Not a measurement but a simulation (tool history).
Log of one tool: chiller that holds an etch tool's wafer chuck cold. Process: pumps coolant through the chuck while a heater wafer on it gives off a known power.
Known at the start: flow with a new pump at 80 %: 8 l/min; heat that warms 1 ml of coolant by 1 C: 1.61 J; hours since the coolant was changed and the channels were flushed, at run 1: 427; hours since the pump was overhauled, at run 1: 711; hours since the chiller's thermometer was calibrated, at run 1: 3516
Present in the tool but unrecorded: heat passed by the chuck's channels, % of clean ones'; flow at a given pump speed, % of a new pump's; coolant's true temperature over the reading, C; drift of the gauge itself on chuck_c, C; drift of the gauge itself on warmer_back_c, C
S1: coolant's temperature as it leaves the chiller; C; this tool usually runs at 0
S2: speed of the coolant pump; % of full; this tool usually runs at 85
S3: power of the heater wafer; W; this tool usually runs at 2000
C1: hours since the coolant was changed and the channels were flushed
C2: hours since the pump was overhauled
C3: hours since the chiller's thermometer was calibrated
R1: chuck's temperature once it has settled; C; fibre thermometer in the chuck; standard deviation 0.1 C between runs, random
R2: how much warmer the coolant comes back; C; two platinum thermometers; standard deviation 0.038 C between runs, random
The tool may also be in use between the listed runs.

| run | day | S1 | S2 | S3 | C1 | C2 | C3 | R1 | R2 |
|---|---|---|---|---|---|---|---|---|---|
| 1 | 0.000 | 0 | 85 | 2000 | 427 | 711 | 3516 | 15.2 | 8.84 |
| 2 | 1.029 | 6 | 85 | 2000 | 451 | 736 | 3541 | 21.2 | 8.78 |
| 3 | 2.500 | 2 | 85 | 2000 | 487 | 771 | 3576 | 17.3 | 8.89 |
| 4 | 3.429 | 0 | 85 | 2000 | 509 | 793 | 3598 | 15.3 | 8.80 |
| 5 | 4.517 | 0 | 85 | 2000 | 535 | 820 | 3625 | 15.4 | 8.81 |
| 6 | 5.175 | 0 | 85 | 2000 | 551 | 835 | 3640 | 15.4 | 8.83 |
| 7 | 6.117 | -4 | 85 | 2000 | 574 | 858 | 3663 | 11.4 | 8.89 |
| 8 | 7.450 | -4 | 85 | 2000 | 606 | 890 | 3695 | 11.4 | 8.79 |
| 9 | 8.842 | 0 | 66 | 2000 | 639 | 923 | 3728 | 18.9 | 11.45 |
| 10 | 9.750 | 0 | 66 | 2000 | 661 | 945 | 3750 | 19.0 | 11.45 |
| 11 | 11.158 | 0 | 85 | 2000 | 695 | 979 | 3784 | 15.2 | 8.85 |
| 12 | 12.583 | 0 | 85 | 2000 | 729 | 1013 | 3818 | 15.5 | 8.77 |
| 13 | 13.638 | 0 | 85 | 2282 | 754 | 1038 | 3843 | 17.6 | 10.10 |
| 14 | 14.758 | 0 | 85 | 2282 | 781 | 1065 | 3870 | 17.5 | 10.09 |
| 15 | 15.883 | 0 | 85 | 2282 | 808 | 1092 | 3897 | 17.6 | 10.09 |
| 16 | 17.238 | 0 | 85 | 2000 | 840 | 1125 | 3930 | 15.6 | 8.88 |
| 17 | 18.650 | 0 | 85 | 2000 | 874 | 1159 | 3964 | 15.5 | 8.95 |
| 18 | 19.808 | 8 | 85 | 2646 | 902 | 1187 | 3992 | 28.4 | 11.71 |
| 19 | 21.208 | 8 | 85 | 2646 | 936 | 1220 | 4025 | 28.3 | 11.71 |
| 20 | 22.662 | 8 | 85 | 2646 | 971 | 1255 | 4060 | 28.5 | 11.74 |
| 21 | 24.058 | 8 | 85 | 2646 | 1004 | 1289 | 4094 | 28.6 | 11.68 |
| 22 | 25.408 | 8 | 85 | 2646 | 1037 | 1321 | 4126 | 28.5 | 11.66 |
| 23 | 26.321 | 6 | 85 | 1358 | 1058 | 1343 | 4148 | 16.6 | 6.03 |
| 24 | 27.154 | 6 | 84 | 2535 | 1078 | 1363 | 4168 | 26.0 | 11.45 |
| 25 | 28.100 | 9 | 85 | 2170 | 1101 | 1386 | 4191 | 25.9 | 9.61 |
| 26 | 29.479 | 1 | 99 | 1504 | 1134 | 1419 | 4224 | 11.4 | 5.68 |
| 27 | 30.779 | 0 | 99 | 2239 | 1165 | 1450 | 4255 | 15.5 | 8.50 |
| 28 | 32.188 | 0 | 63 | 2239 | 1199 | 1484 | 4289 | 22.3 | 13.49 |
| 29 | 32.833 | 0 | 91 | 1019 | 1215 | 1499 | 4304 | 7.9 | 4.14 |
| 30 | 33.458 | 0 | 91 | 1019 | 1230 | 1514 | 4319 | 7.9 | 4.19 |
| 31 | 34.375 | 0 | 91 | 1019 | 1252 | 1536 | 4341 | 7.9 | 4.19 |
| 32 | 35.096 | 0 | 91 | 1019 | 1269 | 1553 | 4358 | 7.8 | 4.18 |

Forecast each of these 4 alternatives for the next run:
| A | 35.888 | 0 | 91 | 1019 | 1288 | 1572 | 4377 | ? | ? |
| B | 35.888 | 0 | 94 | 1019 | 1288 | 1572 | 4377 | ? | ? |
| C | 35.888 | 0 | 67 | 2000 | 1288 | 1572 | 4377 | ? | ? |
| D | 35.888 | 0 | 87 | 2000 | 1288 | 1572 | 4377 | ? | ? |

| run | R1 | R2 |
|---|---|---|
| A | 7.9 | 4.22 |
| B | 7.7 | 4.08 |
| C | 19.1 | 11.25 |
| D | 15.4 | 8.63 |
Take away the tool's hidden state, keep each run's random variation, and the runs would have read:
| run | R1 | R2 |
|---|---|---|
| A | 7.0 | 4.14 |
| B | 6.8 | 4.00 |
| C | 17.7 | 11.05 |
| D | 14.2 | 8.48 |

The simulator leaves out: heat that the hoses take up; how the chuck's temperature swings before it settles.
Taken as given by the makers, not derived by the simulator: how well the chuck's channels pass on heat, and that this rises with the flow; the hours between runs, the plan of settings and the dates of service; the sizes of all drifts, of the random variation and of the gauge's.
